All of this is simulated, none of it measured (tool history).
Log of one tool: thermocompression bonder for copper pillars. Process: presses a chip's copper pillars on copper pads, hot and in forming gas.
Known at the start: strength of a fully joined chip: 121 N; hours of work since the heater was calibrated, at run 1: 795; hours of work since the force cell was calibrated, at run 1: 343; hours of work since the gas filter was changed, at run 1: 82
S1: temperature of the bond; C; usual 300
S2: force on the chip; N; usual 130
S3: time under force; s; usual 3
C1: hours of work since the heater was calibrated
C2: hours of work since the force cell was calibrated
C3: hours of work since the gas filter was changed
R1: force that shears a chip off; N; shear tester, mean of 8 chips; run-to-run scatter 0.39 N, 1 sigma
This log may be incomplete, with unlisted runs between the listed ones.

run	hour	S1	S2	S3	C1	C2	C3	R1
1	0.0	300	130	3	795	343	82	84.7
2	85.5	300	130	3	834	383	122	84.7
3	151.1	300	130	3	864	413	152	83.9
4	236.7	300	130	3	904	453	192	82.4
5	308.6	300	130	3	937	486	225	81.9
6	363.7	325	130	3	963	511	250	94.9
7	453.0	300	130	3	1004	553	291	82.1
8	549.5	300	144	3	1048	597	336	83.8
9	594.8	300	130	3	1069	618	357	79.6
# hour 639.0: forming gas filter changed
10	680.7	300	130	3	1109	657	19	83.8
11	736.1	300	130	3	1134	683	45	83.8
12	833.7	300	130	3	1179	728	90	82.8
13	898.9	300	130	3	1209	758	120	81.6
14	956.8	300	130	3	1236	785	147	81.7
15	1019.3	300	130	3	1265	814	175	82.0
16	1064.7	280	186	2	1286	835	196	71.0
17	1109.3	280	186	2	1306	855	217	70.5
# hour 1201.8: heater calibrated with a thermocouple chip
18	1201.8	273	153	3	0	897	259	66.9
19	1294.3	299	150	2	43	940	301	73.3
20	1388.1	277	80	6	86	983	345	65.5
# hour 1458.8: forming gas filter changed
21	1467.2	318	114	6	122	1019	4	100.9
22	1553.1	318	114	6	162	1059	44	100.3
23	1639.5	296	126	3	202	1099	83	76.9
24	1700.3	296	126	2	230	1127	111	67.2
25	1791.7	323	126	6	272	1169	154	103.4
# hour 1819.3: heater calibrated with a thermocouple chip, once more
26	1863.3	300	130	6	20	1201	186	100.9

Predict each of these 5 candidate next runs independently; none follows another, all start after run 26:
A	1950.2	295	130	4	60	1241	226	?
B	1950.2	275	155	2	60	1241	226	?
C	1950.2	318	130	3	60	1241	226	?
D	1950.2	324	127	7	60	1241	226	?
E	1950.2	292	131	2	60	1241	226	?

run	R1
A	89.5
B	68.6
C	95.4
D	109.5
E	73.6
The same runs, with their run-to-run variation unchanged, on a tool lacking any hidden condition would have given:
run	R1
A	91.2
B	69.7
C	97.3
D	112.2
E	74.7
